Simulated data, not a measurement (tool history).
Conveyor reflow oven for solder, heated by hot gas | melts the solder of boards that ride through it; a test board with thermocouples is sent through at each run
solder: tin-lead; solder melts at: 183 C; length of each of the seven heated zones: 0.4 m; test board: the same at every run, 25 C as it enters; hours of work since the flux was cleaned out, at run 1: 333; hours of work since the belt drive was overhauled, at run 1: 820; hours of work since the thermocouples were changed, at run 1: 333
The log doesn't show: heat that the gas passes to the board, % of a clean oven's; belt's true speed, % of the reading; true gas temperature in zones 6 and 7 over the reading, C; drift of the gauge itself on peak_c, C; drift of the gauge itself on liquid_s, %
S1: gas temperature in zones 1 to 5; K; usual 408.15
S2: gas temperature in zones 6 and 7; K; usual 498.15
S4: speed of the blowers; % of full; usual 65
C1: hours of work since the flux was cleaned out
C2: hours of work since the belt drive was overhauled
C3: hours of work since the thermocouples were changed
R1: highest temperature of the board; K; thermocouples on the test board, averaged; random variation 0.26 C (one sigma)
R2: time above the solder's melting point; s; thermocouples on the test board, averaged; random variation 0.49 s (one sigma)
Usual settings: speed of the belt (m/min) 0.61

Run 1, hour 0: usual settings; C1 333; C2 820; C3 333. Result: R1 476.35 K, R2 42.7 s.
Run 2, hour 44.3: usual settings; C1 356; C2 843; C3 356. Result: R1 476.65 K, R2 41.7 s.
Run 3, hour 138.6: usual settings; C1 404; C2 891; C3 404. Result: R1 476.65 K, R2 42.3 s.
Run 4, hour 227.4: usual settings but S1 405.15 K; C1 449; C2 936; C3 449. Result: R1 475.85 K, R2 40 s.
At hour 272.7: flux residue cleaned out of gas plates and filters.
Run 5, hour 291.2: usual settings but S1 405.15 K; C1 9; C2 966; C3 479. Result: R1 476.25 K, R2 40.7 s.
Run 6, hour 345.9: usual settings but S2 490.15 K; C1 37; C2 994; C3 507. Result: R1 470.35 K, R2 34.4 s.
Run 7, hour 442.5: usual settings but S2 490.15 K; C1 87; C2 1043; C3 556. Result: R1 470.15 K, R2 33.2 s.
Run 8, hour 494.3: usual settings but S2 490.15 K; C1 113; C2 1070; C3 583. Result: R1 470.25 K, R2 34.2 s.
Run 9, hour 561: usual settings; C1 147; C2 1104; C3 617. Result: R1 476.75 K, R2 42.6 s.
Run 10, hour 612.9: usual settings; C1 174; C2 1130; C3 643. Result: R1 476.45 K, R2 43 s.
Run 11, hour 694.7: usual settings; C1 215; C2 1172; C3 685. Result: R1 476.85 K, R2 42.5 s.
At hour 704.4: belt drive overhauled, speed set with a stopwatch.
Run 12, hour 788.4: usual settings but S4 73 % of full; C1 261; C2 43; C3 731. Result: R1 479.25 K, R2 46.1 s.
Run 13, hour 842.6: usual settings but S4 73 % of full; C1 289; C2 71; C3 759. Result: R1 479.15 K, R2 46.3 s.
Run 14, hour 900: usual settings but S4 73 % of full; C1 318; C2 100; C3 788. Result: R1 479.35 K, R2 47 s.
Run 15, hour 998.8: usual settings but S1 411.15 K; C1 369; C2 150; C3 838. Result: R1 476.85 K, R2 44.4 s.
Run 16, hour 1097.6: usual settings but S1 411.15 K; C1 419; C2 201; C3 889. Result: R1 477.15 K, R2 44.7 s.
Run 17, hour 1147.8: usual settings but S1 411.15 K; C1 445; C2 226; C3 914. Result: R1 477.15 K, R2 45 s.
At hour 1205.7: flux residue cleaned out of gas plates and filters.
Run 18, hour 1220.7: usual settings but S1 411.15 K; C1 8; C2 261; C3 949. Result: R1 477.45 K, R2 44.7 s.
Run 19, hour 1293.3: usual settings but S1 402.15 K, S4 78 % of full; C1 45; C2 298; C3 986. Result: R1 479.65 K, R2 44.8 s.
Run 20, hour 1373.5: usual settings but S1 415.15 K, S2 500.15 K, speed of the belt (m/min) 0.544, S4 66 % of full; C1 86; C2 339; C3 1027. Result: R1 484.05 K, R2 60.7 s.
Run 21, hour 1471.2: usual settings but S1 398.15 K, S2 490.15 K, speed of the belt (m/min) 0.511, S4 88 % of full; C1 136; C2 389; C3 1077. Result: R1 479.45 K, R2 56.3 s.
Run 22, hour 1554.3: usual settings but S1 398.15 K, S2 490.15 K, speed of the belt (m/min) 0.511, S4 88 % of full; C1 178; C2 431; C3 1119. Result: R1 479.45 K, R2 55.9 s.
Run 23, hour 1594.7: usual settings but S1 398.15 K, S2 490.15 K, speed of the belt (m/min) 0.511, S4 88 % of full; C1 199; C2 452; C3 1140. Result: R1 479.35 K, R2 57.9 s.
Run 24, hour 1691.2: usual settings but S2 489.15 K, speed of the belt (m/min) 0.703, S4 85 % of full; C1 248; C2 501; C3 1189. Result: R1 470.65 K, R2 29.8 s.
Run 25, hour 1779.3: usual settings but S1 412.15 K, S2 488.15 K, S4 72 % of full; C1 293; C2 546; C3 1234. Result: R1 471.55 K, R2 38.5 s.
Run 26, hour 1859.5: usual settings but S2 512.15 K; C1 334; C2 587; C3 1275. Result: R1 488.05 K, R2 54.3 s.
Run 27, hour 1947.5: usual settings but S2 512.15 K; C1 379; C2 632; C3 1320. Result: R1 487.75 K, R2 54.2 s.
Run 28, hour 2013.3: usual settings but speed of the belt (m/min) 0.532, S4 80 % of full; C1 412; C2 666; C3 1354. Result: R1 485.35 K, R2 61.7 s.

Forecast each of these 5 alternatives for the next run:
Run A, hour 2053.8: usual settings but speed of the belt (m/min) 0.532; C1 433; C2 686; C3 1374. Result: R1 ?, R2 ?.
Run B, hour 2053.8: usual settings but S1 416.15 K, speed of the belt (m/min) 0.639, S4 64 % of full; C1 433; C2 686; C3 1374. Result: R1 ?, R2 ?.
Run C, hour 2053.8: usual settings but S1 405.15 K, speed of the belt (m/min) 0.614, S4 64 % of full; C1 433; C2 686; C3 1374. Result: R1 ?, R2 ?.
Run D, hour 2053.8: usual settings but S1 412.15 K, S2 493.15 K, speed of the belt (m/min) 0.532, S4 80 % of full; C1 433; C2 686; C3 1374. Result: R1 ?, R2 ?.
Run E, hour 2053.8: usual settings but S1 417.15 K, S2 501.15 K, speed of the belt (m/min) 0.706; C1 433; C2 686; C3 1374. Result: R1 ?, R2 ?.

run      R1    R2
  A  480.95  57.2
  B  476.45  42.9
  C  475.35  39.9
  D  481.05  60.5
  E  476.05  37.9
Without the tool's hidden state the same runs would have given:
run      R1    R2
  A  480.95  57.1
  B  476.45  42.9
  C  475.35  39.8
  D  481.05  60.5
  E  476.05  37.9
